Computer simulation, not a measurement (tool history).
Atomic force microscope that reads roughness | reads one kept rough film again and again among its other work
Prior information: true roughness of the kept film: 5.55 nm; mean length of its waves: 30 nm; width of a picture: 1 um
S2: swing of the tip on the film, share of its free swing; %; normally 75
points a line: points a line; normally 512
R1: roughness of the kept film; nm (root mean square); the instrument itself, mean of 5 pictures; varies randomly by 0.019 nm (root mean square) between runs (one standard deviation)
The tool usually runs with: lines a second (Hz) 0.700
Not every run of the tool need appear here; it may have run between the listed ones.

run 1 hour=0.0 | lines_a_second_(Hz)=0.700 S2=75 points_a_line=512 | R1=3.939
run 2 hour=10.8 | lines_a_second_(Hz)=0.700 S2=81 points_a_line=512 | R1=3.852
run 3 hour=24.5 | lines_a_second_(Hz)=0.700 S2=81 points_a_line=512 | R1=3.824
run 4 hour=42.1 | lines_a_second_(Hz)=0.700 S2=75 points_a_line=512 | R1=3.823
-- hour=57.2 new tip fitted
run 5 hour=63.3 | lines_a_second_(Hz)=0.700 S2=75 points_a_line=512 | R1=4.680
run 6 hour=73.9 | lines_a_second_(Hz)=2.590 S2=75 points_a_line=512 | R1=4.131
run 7 hour=86.2 | lines_a_second_(Hz)=2.590 S2=58 points_a_line=512 | R1=4.545
run 8 hour=99.2 | lines_a_second_(Hz)=0.700 S2=86 points_a_line=512 | R1=4.379
run 9 hour=120.5 | lines_a_second_(Hz)=0.700 S2=86 points_a_line=512 | R1=4.243
run 10 hour=135.5 | lines_a_second_(Hz)=0.700 S2=86 points_a_line=512 | R1=4.226
run 11 hour=151.2 | lines_a_second_(Hz)=0.700 S2=59 points_a_line=512 | R1=4.411
run 12 hour=169.2 | lines_a_second_(Hz)=0.700 S2=75 points_a_line=512 | R1=4.186
run 13 hour=188.8 | lines_a_second_(Hz)=0.700 S2=75 points_a_line=512 | R1=4.142
run 14 hour=202.9 | lines_a_second_(Hz)=0.700 S2=75 points_a_line=512 | R1=4.077
run 15 hour=214.2 | lines_a_second_(Hz)=0.700 S2=75 points_a_line=512 | R1=4.023
run 16 hour=232.5 | lines_a_second_(Hz)=0.700 S2=75 points_a_line=491 | R1=3.986
run 17 hour=247.0 | lines_a_second_(Hz)=0.700 S2=75 points_a_line=491 | R1=3.938
run 18 hour=260.3 | lines_a_second_(Hz)=0.700 S2=75 points_a_line=491 | R1=3.903
-- hour=269.1 new tip fitted
run 19 hour=275.5 | lines_a_second_(Hz)=0.700 S2=75 points_a_line=512 | R1=4.653
run 20 hour=286.8 | lines_a_second_(Hz)=0.700 S2=75 points_a_line=512 | R1=4.627
run 21 hour=307.0 | lines_a_second_(Hz)=0.700 S2=75 points_a_line=512 | R1=4.547
run 22 hour=329.5 | lines_a_second_(Hz)=0.700 S2=75 points_a_line=512 | R1=4.409
run 23 hour=347.3 | lines_a_second_(Hz)=0.700 S2=75 points_a_line=512 | R1=4.355
run 24 hour=360.0 | lines_a_second_(Hz)=0.700 S2=75 points_a_line=512 | R1=4.275
run 25 hour=379.2 | lines_a_second_(Hz)=2.429 S2=71 points_a_line=725 | R1=3.949
run 26 hour=400.2 | lines_a_second_(Hz)=2.429 S2=71 points_a_line=725 | R1=3.845
run 27 hour=411.2 | lines_a_second_(Hz)=2.429 S2=71 points_a_line=725 | R1=3.784
run 28 hour=423.9 | lines_a_second_(Hz)=2.445 S2=75 points_a_line=272 | R1=3.587
run 29 hour=442.0 | lines_a_second_(Hz)=0.700 S2=71 points_a_line=512 | R1=3.993
run 30 hour=452.7 | lines_a_second_(Hz)=2.330 S2=75 points_a_line=512 | R1=3.563
run 31 hour=469.2 | lines_a_second_(Hz)=1.187 S2=75 points_a_line=364 | R1=3.741
-- hour=481.2 new tip fitted
run 32 hour=490.4 | lines_a_second_(Hz)=1.676 S2=75 points_a_line=760 | R1=4.395
run 33 hour=513.1 | lines_a_second_(Hz)=0.734 S2=80 points_a_line=911 | R1=4.469
run 34 hour=529.9 | lines_a_second_(Hz)=0.734 S2=80 points_a_line=911 | R1=4.404
run 35 hour=547.9 | lines_a_second_(Hz)=0.947 S2=76 points_a_line=1004 | R1=4.338
run 36 hour=567.5 | lines_a_second_(Hz)=0.729 S2=65 points_a_line=437 | R1=4.414
run 37 hour=582.9 | lines_a_second_(Hz)=2.273 S2=75 points_a_line=850 | R1=3.871
run 38 hour=604.4 | lines_a_second_(Hz)=3.780 S2=74 points_a_line=898 | R1=3.516
run 39 hour=625.9 | lines_a_second_(Hz)=0.674 S2=62 points_a_line=389 | R1=4.182
run 40 hour=640.3 | lines_a_second_(Hz)=0.674 S2=62 points_a_line=389 | R1=4.074
run 41 hour=658.0 | lines_a_second_(Hz)=0.700 S2=87 points_a_line=463 | R1=3.826
run 42 hour=668.5 | lines_a_second_(Hz)=0.700 S2=87 points_a_line=463 | R1=3.780
run 43 hour=680.5 | lines_a_second_(Hz)=0.700 S2=87 points_a_line=463 | R1=3.743
-- hour=693.1 new tip fitted
run 44 hour=698.1 | lines_a_second_(Hz)=3.411 S2=81 points_a_line=552 | R1=3.750
run 45 hour=720.5 | lines_a_second_(Hz)=1.311 S2=76 points_a_line=512 | R1=4.407
run 46 hour=742.1 | lines_a_second_(Hz)=2.341 S2=82 points_a_line=949 | R1=3.873
run 47 hour=759.8 | lines_a_second_(Hz)=1.374 S2=83 points_a_line=356 | R1=4.074

Each row is a separate what-if for the run after 47, all from the same tool condition, not one after another. Results?
run A hour=774.6 | lines_a_second_(Hz)=0.628 S2=75 points_a_line=512 | R1=?
run B hour=774.6 | lines_a_second_(Hz)=0.700 S2=73 points_a_line=597 | R1=?
run C hour=774.6 | lines_a_second_(Hz)=0.700 S2=59 points_a_line=1001 | R1=?

run=A R1=4.366
run=B R1=4.401
run=C R1=4.445
With no hidden state in the tool, these same runs would have given:
run=A R1=4.732
run=B R1=4.769
run=C R1=4.818
